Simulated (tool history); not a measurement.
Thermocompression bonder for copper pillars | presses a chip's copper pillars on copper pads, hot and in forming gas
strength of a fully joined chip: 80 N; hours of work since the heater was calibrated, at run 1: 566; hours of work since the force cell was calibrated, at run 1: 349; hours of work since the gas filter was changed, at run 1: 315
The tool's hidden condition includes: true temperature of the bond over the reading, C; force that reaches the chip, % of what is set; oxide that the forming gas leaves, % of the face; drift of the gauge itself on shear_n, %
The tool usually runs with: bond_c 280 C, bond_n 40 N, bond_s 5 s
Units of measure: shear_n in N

run,hour,bond_c,bond_n,bond_s,hours of work since the heater was calibrated,hours of work since the force cell was calibrated,hours of work since the gas filter was changed,shear_n
1,0.0,280,40,5,566,349,315,53.6
2,40.4,280,40,5,586,369,335,53.5
3,68.4,280,40,5,601,383,349,53.7
4,108.3,287,40,5,621,403,369,57.8
# hour 132.6: forming gas filter changed
5,139.0,280,40,5,636,418,3,53.7
6,170.8,280,40,5,652,434,19,54.0
7,201.9,280,40,5,667,450,35,53.9
8,221.5,280,40,5,677,460,45,53.6
9,251.3,280,40,5,692,475,59,53.7
10,287.8,280,40,5,710,493,78,53.6
11,310.0,280,40,5,721,504,89,53.6
12,345.6,280,40,5,739,522,107,53.9
13,377.9,280,40,5,755,538,123,54.3
14,409.4,280,47,5,771,554,139,56.5
15,430.1,307,40,5,781,564,149,67.9
16,459.9,280,40,5,796,579,164,53.5
17,491.9,280,40,14,812,595,180,68.2
18,523.1,280,40,14,828,611,196,67.0
19,553.5,280,40,14,843,626,211,67.6
20,584.9,280,40,14,859,642,227,67.6
21,613.9,258,44,5,874,656,241,42.3
22,635.6,258,44,5,884,667,252,42.5
23,668.8,300,58,5,901,684,269,70.3
# hour 692.9: heater calibrated with a thermocouple chip
24,709.3,300,58,5,8,703,288,69.9
25,733.0,300,58,5,20,715,300,69.9
26,761.4,300,58,5,34,729,314,70.3
27,778.7,308,35,5,43,738,323,66.1
28,814.1,298,35,4,61,756,340,58.1

Estimate the outcome of run 29 from the log above:
29,842.1,293,35,4,75,770,354,?

shear_n: 55.3 N
With no hidden state in the tool, this same run would have given shear_n 55.3 N.
